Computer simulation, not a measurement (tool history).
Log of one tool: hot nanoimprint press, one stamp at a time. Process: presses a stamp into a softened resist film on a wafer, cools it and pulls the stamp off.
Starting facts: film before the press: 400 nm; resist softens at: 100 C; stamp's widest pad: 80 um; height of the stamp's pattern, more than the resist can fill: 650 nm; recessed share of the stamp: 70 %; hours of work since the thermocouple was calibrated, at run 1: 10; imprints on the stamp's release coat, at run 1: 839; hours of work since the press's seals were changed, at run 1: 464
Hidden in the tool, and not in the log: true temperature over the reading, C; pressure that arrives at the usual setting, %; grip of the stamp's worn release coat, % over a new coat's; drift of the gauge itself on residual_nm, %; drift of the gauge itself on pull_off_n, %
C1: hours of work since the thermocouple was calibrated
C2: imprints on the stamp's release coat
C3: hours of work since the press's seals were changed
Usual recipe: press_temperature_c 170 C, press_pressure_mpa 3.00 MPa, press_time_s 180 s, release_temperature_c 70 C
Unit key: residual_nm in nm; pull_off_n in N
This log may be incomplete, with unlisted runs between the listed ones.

Run 1, hour 0.0: usual settings; C1 10; C2 839; C3 464. Result: residual_nm 155.8 nm, pull_off_n 157 N.
Run 2, hour 22.3: usual settings but release_temperature_c 75 C; C1 20; C2 912; C3 474. Result: residual_nm 156.8 nm, pull_off_n 142 N.
Run 3, hour 37.8: usual settings but release_temperature_c 75 C; C1 26; C2 962; C3 480. Result: residual_nm 155.9 nm, pull_off_n 143 N.
Run 4, hour 53.8: usual settings; C1 33; C2 1015; C3 487. Result: residual_nm 156.0 nm, pull_off_n 155 N.
Run 5, hour 69.0: usual settings; C1 39; C2 1065; C3 493. Result: residual_nm 158.2 nm, pull_off_n 157 N.
Run 6, hour 93.6: usual settings; C1 49; C2 1145; C3 503. Result: residual_nm 156.6 nm, pull_off_n 158 N.
Run 7, hour 114.1: usual settings; C1 58; C2 1213; C3 512. Result: residual_nm 159.1 nm, pull_off_n 156 N.
Run 8, hour 143.8: usual settings; C1 70; C2 1310; C3 524. Result: residual_nm 158.4 nm, pull_off_n 155 N.
Run 9, hour 168.7: usual settings; C1 80; C2 1391; C3 534. Result: residual_nm 160.1 nm, pull_off_n 158 N.
Run 10, hour 184.4: usual settings; C1 87; C2 1443; C3 541. Result: residual_nm 159.5 nm, pull_off_n 160 N.
Run 11, hour 202.8: usual settings; C1 95; C2 1503; C3 549. Result: residual_nm 159.4 nm, pull_off_n 160 N.
Run 12, hour 232.4: usual settings but press_time_s 320 s; C1 107; C2 1600; C3 561. Result: residual_nm 122.7 nm, pull_off_n 163 N.
Run 13, hour 256.3: usual settings but press_time_s 320 s; C1 117; C2 1678; C3 571. Result: residual_nm 125.5 nm, pull_off_n 162 N.
Run 14, hour 270.7: usual settings but press_time_s 320 s; C1 123; C2 1726; C3 577. Result: residual_nm 126.3 nm, pull_off_n 164 N.
Run 15, hour 283.9: usual settings but press_pressure_mpa 3.79 MPa, press_time_s 320 s; C1 128; C2 1769; C3 582. Result: residual_nm 112.5 nm, pull_off_n 164 N.
Run 16, hour 313.9: usual settings but press_pressure_mpa 3.79 MPa, press_time_s 320 s; C1 141; C2 1867; C3 595. Result: residual_nm 113.8 nm, pull_off_n 162 N.
At hour 329.0: press's hydraulic seals changed and the load cell set to zero.
Run 17, hour 338.3: usual settings but press_time_s 349 s, release_temperature_c 77 C; C1 148; C2 1921; C3 4. Result: residual_nm 120.6 nm, pull_off_n 146 N.
Run 18, hour 354.3: usual settings but press_time_s 349 s, release_temperature_c 77 C; C1 154; C2 1973; C3 11. Result: residual_nm 123.3 nm, pull_off_n 147 N.
At hour 359.8: plate thermocouple calibrated.
Run 19, hour 384.2: usual settings but press_time_s 349 s, release_temperature_c 77 C; C1 10; C2 2061; C3 22. Result: residual_nm 125.1 nm, pull_off_n 148 N.
Run 20, hour 407.9: usual settings but press_pressure_mpa 1.82 MPa; C1 20; C2 2139; C3 32. Result: residual_nm 203.9 nm, pull_off_n 169 N.
Run 21, hour 435.2: usual settings but press_pressure_mpa 1.82 MPa; C1 31; C2 2228; C3 43. Result: residual_nm 204.3 nm, pull_off_n 171 N.
At hour 457.9: plate thermocouple calibrated, once more.
Run 22, hour 465.3: usual settings but press_temperature_c 164 C, press_pressure_mpa 2.48 MPa, press_time_s 200 s, release_temperature_c 59 C; C1 3; C2 2317; C3 54. Result: residual_nm 225.3 nm, pull_off_n 199 N.
Run 23, hour 477.8: usual settings but press_temperature_c 177 C, press_pressure_mpa 2.48 MPa, press_time_s 200 s, release_temperature_c 59 C; C1 8; C2 2358; C3 59. Result: residual_nm 109.3 nm, pull_off_n 198 N.
Run 24, hour 505.2: usual settings but press_temperature_c 176 C, release_temperature_c 62 C; C1 20; C2 2448; C3 71. Result: residual_nm 111.5 nm, pull_off_n 189 N.
At hour 520.6: stamp cleaned and given a new release coat.
Run 25, hour 541.5: usual settings but press_temperature_c 163 C, press_pressure_mpa 4.40 MPa, press_time_s 311 s, release_temperature_c 74 C; C1 32; C2 68; C3 83. Result: residual_nm 164.0 nm, pull_off_n 140 N.
Run 26, hour 557.9: usual settings but press_temperature_c 165 C, press_pressure_mpa 2.01 MPa, press_time_s 311 s, release_temperature_c 74 C; C1 39; C2 122; C3 90. Result: residual_nm 195.4 nm, pull_off_n 141 N.
Run 27, hour 587.0: usual settings but press_temperature_c 165 C, press_pressure_mpa 2.01 MPa, press_time_s 96 s, release_temperature_c 64 C; C1 51; C2 217; C3 102. Result: residual_nm 288.5 nm, pull_off_n 164 N.
Run 28, hour 605.6: usual settings but press_pressure_mpa 2.01 MPa, press_time_s 96 s, release_temperature_c 63 C; C1 59; C2 278; C3 110. Result: residual_nm 235.0 nm, pull_off_n 168 N.
Run 29, hour 633.7: usual settings but press_pressure_mpa 3.45 MPa, press_time_s 329 s, release_temperature_c 63 C; C1 71; C2 370; C3 122. Result: residual_nm 114.2 nm, pull_off_n 171 N.

How would selected steps in residual_nm from run to run divide? Give the signed amount a tool lacking its hidden state would still show from settings, what came in and random variation, and the signed amount left for the hidden state, including any gauge scatter that is not in both of the compared results.
Run 19 -> 20: press_pressure_mpa 3.00 -> 1.82, press_time_s 349 -> 180, release_temperature_c 77 -> 70. residual_nm +78.8 nm: hidden state +3.8, all else +75.0.
Run 21 -> 22: press_temperature_c 170 -> 164, press_pressure_mpa 1.82 -> 2.48, press_time_s 180 -> 200, release_temperature_c 70 -> 59, plate thermocouple calibrated, once more. residual_nm +21.0 nm: hidden state -11.1, all else +32.1.
Run 22 -> 23: press_temperature_c 164 -> 177. residual_nm -116.0 nm: hidden state -0.9, all else -115.1.
Run 28 -> 29: press_pressure_mpa 2.01 -> 3.45, press_time_s 96 -> 329. residual_nm -120.8 nm: hidden state -1.1, all else -119.7.

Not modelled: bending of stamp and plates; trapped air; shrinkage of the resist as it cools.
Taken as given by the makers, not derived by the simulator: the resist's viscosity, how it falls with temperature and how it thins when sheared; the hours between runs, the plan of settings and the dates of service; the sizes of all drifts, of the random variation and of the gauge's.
